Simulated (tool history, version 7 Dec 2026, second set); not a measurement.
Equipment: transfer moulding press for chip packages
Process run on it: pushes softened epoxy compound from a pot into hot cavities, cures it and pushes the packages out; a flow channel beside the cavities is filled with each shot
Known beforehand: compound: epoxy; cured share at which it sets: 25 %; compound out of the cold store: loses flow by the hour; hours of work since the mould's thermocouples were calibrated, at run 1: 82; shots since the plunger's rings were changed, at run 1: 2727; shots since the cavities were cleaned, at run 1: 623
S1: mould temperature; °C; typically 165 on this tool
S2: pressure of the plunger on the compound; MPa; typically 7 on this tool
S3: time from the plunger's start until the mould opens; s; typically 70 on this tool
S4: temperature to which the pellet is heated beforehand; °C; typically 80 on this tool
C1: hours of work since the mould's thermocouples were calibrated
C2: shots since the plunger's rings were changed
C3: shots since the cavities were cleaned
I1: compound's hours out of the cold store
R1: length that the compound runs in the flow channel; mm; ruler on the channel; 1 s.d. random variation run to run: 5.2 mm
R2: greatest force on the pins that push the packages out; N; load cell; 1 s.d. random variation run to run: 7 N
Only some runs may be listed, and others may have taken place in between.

run     day   S1    S2   S3  S4   C1    C2   C3    I1   R1    R2
  1       0  165     7   70  80   82  2727  623  23.2  653   607
      0.233  -- cavities cleaned with cleaning compound and waxed
  2     0.8  165     7   70  80   93  2982  196     8  690   448
  3     1.9  165     7   70  80  110  3364  578    26  636   581
      2.238  -- cavities cleaned with cleaning compound and waxed
  4   2.517  165     7   70  80  118  3557   97  24.3  648   380
  5   3.108  165     7   70  80  127  3762  302  23.8  647   493
      3.279  -- plunger's sealing rings changed
  6   3.771  165     7   70  80  135   171  496  38.7  650   541
       4.35  -- cavities cleaned with cleaning compound and waxed
  7   4.429  165  7.81   70  80  144   377   27  31.7  703   293
  8   5.725  165     7   70  80  163   827  477   8.1  710   572
      6.446  -- cavities cleaned with cleaning compound and waxed
  9    7.15  165     7   70  86  183  1299  244  30.5  658   431
      8.508  -- cavities cleaned with cleaning compound and waxed
 10   8.575  165     7   70  86  203  1771   23  16.7  688   313
 11   9.442  165     7   70  86  216  2073  325  26.5  653   481
 12  10.112  165     7   70  86  226  2305  557  42.8  622   522
     10.517  -- cavities cleaned with cleaning compound and waxed
 13  10.983  165     7   70  86  238  2586  162  45.9  605   389
 14  12.062  165     7   70  86  254  2960  536  17.3  667   571
     12.592  -- cavities cleaned with cleaning compound and waxed
 15  13.267  165     7   70  86  271  3355  234  23.1  642   448
     14.604  -- plunger's sealing rings changed
     14.729  -- cavities cleaned with cleaning compound and waxed
 16  14.762  165     7   70  86  291    32   11  22.2  692   293
 17  15.317  165  6.06   70  80  299   225  204  19.9  649   446
 18  16.621  165  6.06   70  80  318   677  656  44.5  590   583
      16.75  -- cavities cleaned with cleaning compound and waxed
 19  17.596  160     7   67  84  332   993  292   8.3  739   848
 20  18.633  165     7   81  72  347  1353  652  29.3  665   419
     18.779  -- cavities cleaned with cleaning compound and waxed
 21  19.892  165     7   55  80  365  1767  385  33.6  651   988
     20.767  -- cavities cleaned with cleaning compound and waxed
 22  20.779  165     7   70  83  377  2054    4  34.2  644   287
 23  21.579  165     7   70  83  389  2332  282  18.3  675   495
 24  22.412  169     7   70  83  401  2620  570  11.4  669   436
     22.838  -- cavities cleaned with cleaning compound and waxed
 25  23.054  172     7  105  80  410  2821   75  40.7  605   188
 26  24.292  172  6.17   63  80  428  3251  505  40.2  561   437
     24.838  -- cavities cleaned with cleaning compound and waxed
 27  25.275  160  7.55   95  80  442  3570  151  10.9  716   300
     26.008  -- plunger's sealing rings changed
 28    26.3  158  5.78   51  80  456   101  470  32.2  629  1567

Below are 3 alternative next runs, each starting from the tool's condition after run 28. Predict each:
     26.942  -- cavities cleaned with cleaning compound and waxed
  A  27.304  164  5.78  51  86  470  428  126  35.4   ?   ?
     26.942  -- cavities cleaned with cleaning compound and waxed
  B  27.304  163  5.78  51  80  470  428  126  39.8   ?   ?
     26.942  -- cavities cleaned with cleaning compound and waxed
  C  27.304  158  7.04  51  80  470  428  126  19.8   ?   ?

run   R1    R2
  A  610   883
  B  601   890
  C  722  1085
The same runs, with their run-to-run variation unchanged, on a tool lacking any hidden condition would have given:
run   R1   R2
  A  614  656
  B  605  663
  C  727  817

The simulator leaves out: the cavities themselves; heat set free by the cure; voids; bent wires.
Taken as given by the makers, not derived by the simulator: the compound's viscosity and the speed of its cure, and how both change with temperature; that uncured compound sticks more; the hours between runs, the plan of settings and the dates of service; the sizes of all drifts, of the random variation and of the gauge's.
